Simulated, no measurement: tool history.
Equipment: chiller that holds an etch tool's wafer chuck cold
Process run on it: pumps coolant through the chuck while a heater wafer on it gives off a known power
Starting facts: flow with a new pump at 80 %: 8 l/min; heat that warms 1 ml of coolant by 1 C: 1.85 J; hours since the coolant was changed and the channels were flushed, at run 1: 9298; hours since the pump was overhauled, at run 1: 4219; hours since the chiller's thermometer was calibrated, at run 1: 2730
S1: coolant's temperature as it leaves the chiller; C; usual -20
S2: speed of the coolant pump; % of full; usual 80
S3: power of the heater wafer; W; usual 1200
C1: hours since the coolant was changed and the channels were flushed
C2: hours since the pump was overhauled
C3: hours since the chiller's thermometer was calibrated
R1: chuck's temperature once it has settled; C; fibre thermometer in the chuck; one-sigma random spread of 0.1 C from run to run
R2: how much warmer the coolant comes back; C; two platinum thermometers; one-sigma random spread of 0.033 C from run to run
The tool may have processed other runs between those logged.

run,hour,S1,S2,S3,C1,C2,C3,R1,R2
1,0,-20,80,1200,9298,4219,2730,-9.3,5.04
2,79.8,-20,80,1060,9378,4299,2810,-10.8,4.45
3,190.2,-20,80,1060,9488,4409,2920,-10.7,4.43
4,312,-14,80,1200,9610,4531,3042,-3.6,5.01
5,426.9,-14,80,1200,9725,4646,3157,-3.3,4.99
6,489.7,-20,80,1200,9788,4709,3220,-9.4,4.96
7,572.9,-20,80,1200,9871,4792,3303,-9.5,5.03
# hour 605.3: chiller's thermometer calibrated
8,675.5,-20,80,1200,9973,4893,70,-9.5,5.04
9,808.9,-20,80,1200,10106,5027,204,-9.4,5
# hour 920.4: coolant changed, channels flushed
10,938,-20,80,1200,18,5150,327,-10.1,5.07
11,1032.4,-20,80,1200,112,5244,421,-9.8,5.04
12,1101.8,-20,80,1200,181,5314,491,-10,5.04
13,1232.5,-20,80,1200,312,5444,621,-9.9,5.03
14,1351.7,-26,80,1200,431,5564,740,-15.9,5.07
15,1477.4,-26,80,1200,557,5689,866,-16,5.1
16,1589.6,-26,80,1200,669,5801,978,-16.1,5.13
17,1654.5,-27,80,1473,734,5866,1043,-14.6,6.24
18,1783.5,-26,98,1179,863,5995,1172,-18,3.96
19,1894.7,-26,73,940,974,6107,1283,-17.2,4.43
20,1975,-22,86,790,1055,6187,1364,-15.8,3.05
21,2037.8,-20,86,660,1117,6250,1427,-14.9,2.59
22,2120.5,-20,94,1493,1200,6332,1509,-9.2,5.33
23,2180.6,-20,64,1195,1260,6392,1569,-7.3,6.54
24,2255.6,-21,66,609,1335,6467,1644,-14.7,3.23
25,2319.6,-21,98,1206,1399,6531,1708,-12.6,4.05
26,2382.2,-21,98,1206,1462,6594,1771,-12.7,4.09
27,2499.1,-18,91,1061,1579,6711,1888,-10,3.89
28,2596.9,-14,80,1022,1676,6809,1986,-5.2,4.37
29,2678.6,-24,64,757,1758,6890,2067,-16,4.18
30,2800.2,-19,80,672,1880,7012,2189,-13.3,2.91
31,2863.1,-25,62,1200,1943,7075,2252,-11.9,6.91

What if the next run were any one of these 5? Each begins from the tool's condition after run 31:
A,2993.7,-22,67,1219,2073,7206,2382,?,?
B,2993.7,-25,62,1097,2073,7206,2382,?,?
C,2993.7,-16,80,1722,2073,7206,2382,?,?
D,2993.7,-30,62,1200,2073,7206,2382,?,?
E,2993.7,-25,75,1274,2073,7206,2382,?,?

run,R1,R2
A,-9.6,6.41
B,-13.2,6.27
C,-1.1,7.41
D,-16.8,6.92
E,-13.3,5.81
Without the tool's unlogged condition, the same runs would have read:
run,R1,R2
A,-10.3,6.03
B,-13.9,5.9
C,-1.9,6.98
D,-17.6,6.51
E,-13.9,5.46
